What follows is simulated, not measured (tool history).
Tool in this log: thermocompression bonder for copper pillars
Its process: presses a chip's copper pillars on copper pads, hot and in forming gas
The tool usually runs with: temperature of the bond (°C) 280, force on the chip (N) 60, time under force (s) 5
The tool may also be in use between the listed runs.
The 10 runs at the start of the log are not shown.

run   hour  temperature of the bond (°C)  force on the chip (N)  time under force (s)  hours of work since the heater was calibrated  hours of work since the force cell was calibrated  hours of work since the gas filter was changed  force that shears a chip off (N)
 11  182.6                           280                     60                     5                                            369                                                380                                             188                              76.8
     193.4  -- forming gas filter changed
 12  208.2                           280                     60                     5                                            379                                                390                                               6                              82.1
 13  222.8                           280                     60                     5                                            385                                                396                                              12                              79.3
 14  239.2                           280                     60                     5                                            392                                                403                                              19                              80.3
 15  261.4                           280                     60                     5                                            401                                                412                                              28                              80.9
 16  284.9                           270                     60                     5                                            410                                                421                                              37                              71.8
     287.6  -- force cell calibrated
 17  305.3                           280                     60                     5                                            418                                                  7                                              45                              78.4
 18  331.1                           280                     60                     5                                            429                                                 18                                              56                              78.4
 19  348.2                           280                     60                     5                                            436                                                 25                                              63                              78.3
     361.8  -- force cell calibrated, once more
 20  367.0                           280                     60                     5                                            443                                                  2                                              70                              81.4
 21  382.5                           250                     64                     5                                            449                                                  8                                              76                              55.3
 22  401.6                           252                     38                    14                                            457                                                 16                                              84                              53.1
 23  412.7                           254                     67                    12                                            461                                                 21                                              89                              78.9
 24  436.8                           254                     50                    12                                            471                                                 31                                              98                              64.8
 25  460.7                           280                     64                    10                                            481                                                 40                                             108                              94.9
 26  486.6                           303                     60                    11                                            492                                                 51                                             119                             108.7
 27  510.8                           303                     60                    11                                            502                                                 61                                             129                             109.0
 28  528.0                           303                     60                    11                                            509                                                 68                                             136                             107.5
 29  543.5                           280                     77                     5                                            515                                                 74                                             142                              90.3
 30  563.9                           270                     52                     3                                            523                                                 83                                             150                              50.7

Expected results for the next run?
 31  586.8                           300                     60                     4                                            533                                                 92                                             160                                 ?

force that shears a chip off (N): 89.2
Had the tool carried no hidden state, the very same run would have given force that shears a chip off (N) 98.6.

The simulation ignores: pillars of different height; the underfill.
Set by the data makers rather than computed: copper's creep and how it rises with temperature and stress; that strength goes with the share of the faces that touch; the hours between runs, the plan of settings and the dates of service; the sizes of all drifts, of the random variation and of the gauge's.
